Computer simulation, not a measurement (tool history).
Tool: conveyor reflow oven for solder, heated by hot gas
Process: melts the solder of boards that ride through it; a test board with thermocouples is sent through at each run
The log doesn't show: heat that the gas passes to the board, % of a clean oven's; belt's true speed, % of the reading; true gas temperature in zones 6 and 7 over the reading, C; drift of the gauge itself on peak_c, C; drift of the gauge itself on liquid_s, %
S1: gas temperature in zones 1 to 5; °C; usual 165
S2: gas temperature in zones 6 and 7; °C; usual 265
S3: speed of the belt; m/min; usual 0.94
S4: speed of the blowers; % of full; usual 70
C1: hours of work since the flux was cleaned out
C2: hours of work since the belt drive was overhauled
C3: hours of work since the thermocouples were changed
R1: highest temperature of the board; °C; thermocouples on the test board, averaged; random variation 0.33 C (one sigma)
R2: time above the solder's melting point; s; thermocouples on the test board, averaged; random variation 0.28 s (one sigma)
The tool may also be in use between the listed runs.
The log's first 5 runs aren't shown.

run 6 hour=80.5 | S1=165 S2=265 S3=0.893 S4=70 | C1=95 C2=445 C3=801 | R1=251.3 R2=38
run 7 hour=99.6 | S1=165 S2=265 S3=0.94 S4=70 | C1=104 C2=454 C3=810 | R1=249.2 R2=34.8
run 8 hour=113.4 | S1=165 S2=265 S3=0.94 S4=70 | C1=110 C2=460 C3=816 | R1=249.6 R2=35.1
run 9 hour=124.4 | S1=165 S2=265 S3=0.94 S4=70 | C1=115 C2=465 C3=821 | R1=249.5 R2=35.6
run 10 hour=144 | S1=165 S2=265 S3=0.94 S4=70 | C1=124 C2=473 C3=829 | R1=249.1 R2=35
run 11 hour=159.1 | S1=165 S2=265 S3=0.94 S4=70 | C1=130 C2=480 C3=836 | R1=249.3 R2=34.7
run 12 hour=179.9 | S1=165 S2=265 S3=0.94 S4=70 | C1=140 C2=489 C3=845 | R1=249.3 R2=35
run 13 hour=190.4 | S1=165 S2=265 S3=0.94 S4=70 | C1=144 C2=494 C3=850 | R1=249.3 R2=35.1
run 14 hour=201.9 | S1=165 S2=265 S3=0.94 S4=70 | C1=149 C2=499 C3=855 | R1=249.6 R2=35.2
run 15 hour=220.8 | S1=164 S2=265 S3=0.94 S4=70 | C1=158 C2=507 C3=864 | R1=249.4 R2=34.5
run 16 hour=234.9 | S1=160 S2=265 S3=0.94 S4=70 | C1=164 C2=514 C3=870 | R1=248.4 R2=33.1
run 17 hour=248.9 | S1=174 S2=265 S3=0.83 S4=70 | C1=170 C2=520 C3=876 | R1=255.3 R2=45.7
run 18 hour=269.3 | S1=153 S2=265 S3=0.84 S4=87 | C1=179 C2=529 C3=885 | R1=254.8 R2=41.3
run 19 hour=283.6 | S1=153 S2=265 S3=0.84 S4=87 | C1=186 C2=535 C3=892 | R1=254.7 R2=40.5
run 20 hour=296.7 | S1=165 S2=265 S3=1.065 S4=87 | C1=192 C2=541 C3=897 | R1=248.6 R2=29.9
run 21 hour=309.8 | S1=165 S2=265 S3=1.065 S4=87 | C1=198 C2=547 C3=903 | R1=248 R2=30.5
run 22 hour=323.4 | S1=161 S2=266 S3=1.042 S4=68 | C1=204 C2=553 C3=909 | R1=245.5 R2=28
run 23 hour=343 | S1=161 S2=266 S3=0.869 S4=68 | C1=212 C2=562 C3=918 | R1=250.9 R2=38.7
run 24 hour=355.8 | S1=161 S2=266 S3=0.929 S4=72 | C1=218 C2=568 C3=924 | R1=250.2 R2=35.2
run 25 hour=370.9 | S1=161 S2=266 S3=0.772 S4=61 | C1=225 C2=574 C3=931 | R1=254.1 R2=46.4
run 26 hour=394.7 | S1=161 S2=256 S3=0.772 S4=61 | C1=235 C2=585 C3=941 | R1=245 R2=39.7
run 27 hour=409.4 | S1=155 S2=262 S3=0.772 S4=61 | C1=242 C2=591 C3=948 | R1=249.6 R2=41.6

Run 28 comes next. What will it give?
run 28 hour=419.4 | S1=168 S2=270 S3=0.95 S4=61 | C1=246 C2=596 C3=952 | R1=? R2=?

R1: 251.6 °C
R2: 36 s
Without the tool's hidden state the same run would have given R1 250.4 °C, R2 35.1 s.
